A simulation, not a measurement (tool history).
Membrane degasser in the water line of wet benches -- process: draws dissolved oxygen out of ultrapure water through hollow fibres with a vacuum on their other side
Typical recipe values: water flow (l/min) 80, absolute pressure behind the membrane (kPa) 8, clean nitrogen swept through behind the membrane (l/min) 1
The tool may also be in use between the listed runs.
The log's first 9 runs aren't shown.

run      day  water flow (l/min)  absolute pressure behind the membrane (kPa)  clean nitrogen swept through behind the membrane (l/min)  hours since the membrane was changed  hours since the vacuum gauge was calibrated  hours since the vacuum lines were made tight  dissolved oxygen in the water behind the degasser (ppb)  pressure that the water loses in the fibres (kPa)
 10   58.129                  80                                            8                                                         1                                  4270                                         4632                                          3949                                                    641.3                                              64.04
 11   65.358                  80                                            8                                                         1                                  4443                                         4805                                          4123                                                    640.8                                              63.69
 12   72.496                  80                                            8                                                         1                                  4615                                         4976                                          4294                                                    642.1                                              64.57
 13   79.558                  54                                            8                                                         1                                  4784                                         5146                                          4464                                                    480.4                                              43.29
 14   84.067                 116                                            8                                                         1                                  4892                                         5254                                          4572                                                    849.2                                              92.76
 15   92.896                 116                                            8                                                         1                                  5104                                         5466                                          4784                                                    844.7                                              93.26
 16   96.908                 116                                            8                                                         1                                  5201                                         5562                                          4880                                                    847.9                                              93.09
 17  104.488                 116                                            8                                                         1                                  5382                                         5744                                          5062                                                    848.1                                              93.93
       109.2  -- seals of the vacuum lines changed
 18  113.246                 116                                         9.42                                                      0.41                                  5591                                         5952                                            97                                                   1561.1                                              93.49
     113.879  -- vacuum gauge calibrated
 19  122.738                 116                                        13.36                                                      0.41                                  5818                                          213                                           324                                                   2375.1                                              93.78
 20  131.675                  75                                        18.72                                                      0.41                                  6032                                          427                                           539                                                     2721                                              60.35
 21  140.008                  65                                         8.21                                                      2.81                                  6232                                          627                                           739                                                    271.7                                              52.62
     141.408  -- vacuum gauge calibrated, once more
 22  149.038                  78                                        10.35                                                         1                                  6449                                          183                                           955                                                    891.1                                               63.6
 23  153.883                  89                                        13.46                                                         1                                  6565                                          299                                          1071                                                   1341.8                                              71.62
 24   158.15                  89                                        13.46                                                         1                                  6667                                          402                                          1174                                                   1341.4                                              72.25
 25  163.283                  89                                        13.46                                                         1                                  6790                                          525                                          1297                                                   1346.3                                              72.61
 26  173.117                 101                                         8.22                                                      1.92                                  7027                                          761                                          1533                                                    534.3                                              82.36
 27  180.583                  56                                         7.69                                                       0.8                                  7206                                          940                                          1712                                                    532.9                                              45.84
 28  190.517                  56                                         7.69                                                       0.8                                  7444                                         1179                                          1951                                                    533.5                                              45.79
 29  194.608                  56                                         7.69                                                       0.8                                  7542                                         1277                                          2049                                                    533.9                                              45.95
 30  202.408                  75                                         7.98                                                      1.04                                  7730                                         1464                                          2236                                                    593.4                                              62.09
 31  209.079                  80                                        18.42                                                      1.87                                  7890                                         1624                                          2396                                                   1166.9                                              66.02

Branching from run 31: 5 alternative next runs. What would each branch give?
  A  216.038                  80                                            8                                                      1.25                                  8057                                         1791                                          2563                                                        ?                                                  ?
  B  216.038                 128                                            8                                                         1                                  8057                                         1791                                          2563                                                        ?                                                  ?
  C  216.038                  95                                        12.09                                                      1.71                                  8057                                         1791                                          2563                                                        ?                                                  ?
  D  216.038                 100                                        18.42                                                      1.87                                  8057                                         1791                                          2563                                                        ?                                                  ?
  E  216.038                  80                                         5.08                                                         1                                  8057                                         1791                                          2563                                                        ?                                                  ?

run  dissolved oxygen in the water behind the degasser (ppb)  pressure that the water loses in the fibres (kPa)
  A                                                    558.3                                              66.03
  B                                                    913.3                                             105.14
  C                                                      895                                               78.3
  D                                                   1387.9                                              82.11
  E                                                    284.1                                              66.09
Stripped of hidden state, with their random variation kept, the same runs would have yielded:
run  dissolved oxygen in the water behind the degasser (ppb)  pressure that the water loses in the fibres (kPa)
  A                                                    545.3                                              61.95
  B                                                    883.1                                              98.63
  C                                                    878.7                                              73.46
  D                                                   1371.8                                              77.03
  E                                                    269.4                                                 62
